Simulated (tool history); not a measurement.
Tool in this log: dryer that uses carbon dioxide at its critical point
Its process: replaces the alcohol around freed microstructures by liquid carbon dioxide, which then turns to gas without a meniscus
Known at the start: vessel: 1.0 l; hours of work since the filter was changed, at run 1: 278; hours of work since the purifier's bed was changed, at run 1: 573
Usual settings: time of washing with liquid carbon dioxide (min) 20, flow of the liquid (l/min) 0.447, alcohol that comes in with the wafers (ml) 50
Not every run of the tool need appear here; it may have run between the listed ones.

run,hour,time of washing with liquid carbon dioxide (min),flow of the liquid (l/min),alcohol that comes in with the wafers (ml),hours of work since the filter was changed,hours of work since the purifier's bed was changed,alcohol left in the vessel before it's heated (ppm by volume)
1,0.0,20,0.447,50,278,573,267
2,37.0,20,0.447,50,295,591,269
3,68.4,20,0.447,50,310,605,283
4,96.6,20,0.745,50,323,618,197
5,130.4,20,0.745,50,339,634,214
6,182.3,20,0.745,50,363,658,202
7,225.1,20,0.745,50,383,678,218
8,269.1,20,0.745,50,403,699,222
# hour 316.6: inlet filter changed
9,321.4,21,0.447,50,2,723,250
10,345.0,20,0.447,40,13,734,269
11,396.3,20,0.601,50,37,758,243

What will run 12 give?
12,444.7,20,0.601,50,60,780,?

Logged for run 12: alcohol left in the vessel before it's heated (ppm by volume) 246.
Minus the tool's unlogged condition, the same run would have read alcohol left in the vessel before it's heated (ppm by volume) 6.
